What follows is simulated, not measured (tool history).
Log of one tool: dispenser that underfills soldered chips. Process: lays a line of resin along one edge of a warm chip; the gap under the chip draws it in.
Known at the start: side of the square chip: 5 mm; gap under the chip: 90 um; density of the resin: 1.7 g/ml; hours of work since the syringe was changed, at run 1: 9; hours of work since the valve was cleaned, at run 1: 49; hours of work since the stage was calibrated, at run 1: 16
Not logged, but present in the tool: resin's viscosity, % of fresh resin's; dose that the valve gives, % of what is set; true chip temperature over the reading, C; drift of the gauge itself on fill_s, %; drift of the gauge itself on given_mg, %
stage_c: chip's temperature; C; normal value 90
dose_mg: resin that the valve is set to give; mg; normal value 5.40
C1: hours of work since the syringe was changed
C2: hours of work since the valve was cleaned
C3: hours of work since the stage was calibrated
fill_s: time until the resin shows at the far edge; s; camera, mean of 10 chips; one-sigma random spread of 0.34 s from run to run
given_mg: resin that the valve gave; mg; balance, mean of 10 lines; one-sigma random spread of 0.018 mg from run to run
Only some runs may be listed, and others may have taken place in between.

{"run": 1, "hour": 0.0, "stage_c": 90, "dose_mg": 5.4, "C1": 9, "C2": 49, "C3": 16, "fill_s": 34.6, "given_mg": 5.14}
{"hour": 2.8, "done": "new syringe of resin"}
{"run": 2, "hour": 8.4, "stage_c": 90, "dose_mg": 5.4, "C1": 4, "C2": 54, "C3": 21, "fill_s": 24.2, "given_mg": 5.09}
{"hour": 10.1, "done": "dispensing valve cleaned and set on the balance"}
{"run": 3, "hour": 17.1, "stage_c": 90, "dose_mg": 5.4, "C1": 9, "C2": 5, "C3": 26, "fill_s": 35.1, "given_mg": 5.37}
{"hour": 19.6, "done": "new syringe of resin"}
{"run": 4, "hour": 26.3, "stage_c": 90, "dose_mg": 5.4, "C1": 4, "C2": 10, "C3": 32, "fill_s": 24.4, "given_mg": 5.36}
{"hour": 35.4, "done": "new syringe of resin"}
{"run": 5, "hour": 36.3, "stage_c": 90, "dose_mg": 5.4, "C1": 1, "C2": 17, "C3": 38, "fill_s": 18.1, "given_mg": 5.34}
{"run": 6, "hour": 41.5, "stage_c": 90, "dose_mg": 5.4, "C1": 4, "C2": 20, "C3": 42, "fill_s": 23.4, "given_mg": 5.3}
{"hour": 51.4, "done": "new syringe of resin"}
{"run": 7, "hour": 51.5, "stage_c": 78, "dose_mg": 5.4, "C1": 0, "C2": 26, "C3": 48, "fill_s": 31.0, "given_mg": 5.26}
{"run": 8, "hour": 59.2, "stage_c": 90, "dose_mg": 5.4, "C1": 5, "C2": 31, "C3": 53, "fill_s": 26.2, "given_mg": 5.25}
{"hour": 67.3, "done": "new syringe of resin"}
{"run": 9, "hour": 67.9, "stage_c": 90, "dose_mg": 5.4, "C1": 0, "C2": 37, "C3": 59, "fill_s": 17.7, "given_mg": 5.2}
{"run": 10, "hour": 75.1, "stage_c": 90, "dose_mg": 4.92, "C1": 5, "C2": 42, "C3": 63, "fill_s": 27.1, "given_mg": 4.72}
{"hour": 83.2, "done": "new syringe of resin"}
{"run": 11, "hour": 85.6, "stage_c": 90, "dose_mg": 4.92, "C1": 2, "C2": 48, "C3": 70, "fill_s": 19.2, "given_mg": 4.72}
{"hour": 96.7, "done": "dispensing valve cleaned and set on the balance"}
{"run": 12, "hour": 97.5, "stage_c": 90, "dose_mg": 6.16, "C1": 9, "C2": 1, "C3": 77, "fill_s": 34.0, "given_mg": 6.14}
{"hour": 100.2, "done": "new syringe of resin"}
{"run": 13, "hour": 108.5, "stage_c": 90, "dose_mg": 6.16, "C1": 5, "C2": 8, "C3": 84, "fill_s": 25.6, "given_mg": 6.09}
{"hour": 115.9, "done": "new syringe of resin"}
{"run": 14, "hour": 119.2, "stage_c": 90, "dose_mg": 6.45, "C1": 2, "C2": 14, "C3": 91, "fill_s": 19.1, "given_mg": 6.38}
{"run": 15, "hour": 124.3, "stage_c": 91, "dose_mg": 6.74, "C1": 5, "C2": 18, "C3": 94, "fill_s": 23.9, "given_mg": 6.61}
{"hour": 132.0, "done": "new syringe of resin"}
{"run": 16, "hour": 132.6, "stage_c": 91, "dose_mg": 6.74, "C1": 0, "C2": 23, "C3": 99, "fill_s": 15.8, "given_mg": 6.6}
{"run": 17, "hour": 141.4, "stage_c": 100, "dose_mg": 4.91, "C1": 6, "C2": 29, "C3": 105, "fill_s": 17.8, "given_mg": 4.76}
{"hour": 148.1, "done": "new syringe of resin"}
{"run": 18, "hour": 152.7, "stage_c": 99, "dose_mg": 4.91, "C1": 3, "C2": 36, "C3": 112, "fill_s": 14.6, "given_mg": 4.76}
{"run": 19, "hour": 157.6, "stage_c": 99, "dose_mg": 4.91, "C1": 6, "C2": 39, "C3": 115, "fill_s": 18.3, "given_mg": 4.71}
{"hour": 164.1, "done": "new syringe of resin"}
{"run": 20, "hour": 165.4, "stage_c": 81, "dose_mg": 5.67, "C1": 1, "C2": 44, "C3": 120, "fill_s": 28.2, "given_mg": 5.41}
{"run": 21, "hour": 174.2, "stage_c": 81, "dose_mg": 5.67, "C1": 7, "C2": 50, "C3": 126, "fill_s": 45.5, "given_mg": 5.4}
{"hour": 180.3, "done": "new syringe of resin"}
{"run": 22, "hour": 180.9, "stage_c": 83, "dose_mg": 6.15, "C1": 0, "C2": 54, "C3": 130, "fill_s": 24.2, "given_mg": 5.84}
{"hour": 183.1, "done": "dispensing valve cleaned and set on the balance"}
{"run": 23, "hour": 188.1, "stage_c": 83, "dose_mg": 6.15, "C1": 4, "C2": 3, "C3": 134, "fill_s": 33.5, "given_mg": 6.12}
{"hour": 197.1, "done": "new syringe of resin"}
{"run": 24, "hour": 199.3, "stage_c": 99, "dose_mg": 5.51, "C1": 1, "C2": 10, "C3": 141, "fill_s": 12.2, "given_mg": 5.47}
{"run": 25, "hour": 205.9, "stage_c": 99, "dose_mg": 5.51, "C1": 6, "C2": 15, "C3": 146, "fill_s": 17.5, "given_mg": 5.42}
{"hour": 212.6, "done": "new syringe of resin"}
{"run": 26, "hour": 212.6, "stage_c": 78, "dose_mg": 6.47, "C1": 0, "C2": 19, "C3": 150, "fill_s": 29.5, "given_mg": 6.34}
{"run": 27, "hour": 223.1, "stage_c": 76, "dose_mg": 5.54, "C1": 7, "C2": 26, "C3": 157, "fill_s": 59.4, "given_mg": 5.42}

Below, each run's measurement less what the same run would have read without the hidden state. Both values contain the same run-to-run variation, but the gauge's scatter may not be the same in both:
run=1 fill_s=+17.9 given_mg=-0.26
run=2 fill_s=+6.8 given_mg=-0.30
run=3 fill_s=+18.5 given_mg=-0.01
run=4 fill_s=+7.6 given_mg=-0.05
run=5 fill_s=+0.9 given_mg=-0.08
run=6 fill_s=+6.6 given_mg=-0.10
run=7 fill_s=+0.3 given_mg=-0.13
run=8 fill_s=+9.3 given_mg=-0.15
run=9 fill_s=+0.6 given_mg=-0.19
run=10 fill_s=+9.6 given_mg=-0.20
run=11 fill_s=+2.2 given_mg=-0.22
run=12 fill_s=+17.1 given_mg=-0.01
run=13 fill_s=+8.5 given_mg=-0.06
run=14 fill_s=+2.6 given_mg=-0.10
run=15 fill_s=+8.3 given_mg=-0.13
run=16 fill_s=+0.2 given_mg=-0.15
run=17 fill_s=+7.1 given_mg=-0.14
run=18 fill_s=+3.3 given_mg=-0.18
run=19 fill_s=+7.7 given_mg=-0.19
run=20 fill_s=+1.4 given_mg=-0.24
run=21 fill_s=+18.6 given_mg=-0.28
run=22 fill_s=+0.4 given_mg=-0.33
run=23 fill_s=+9.8 given_mg=-0.01
run=24 fill_s=+1.1 given_mg=-0.05
run=25 fill_s=+6.5 given_mg=-0.08
run=26 fill_s=-0.8 given_mg=-0.11
run=27 fill_s=+25.0 given_mg=-0.13
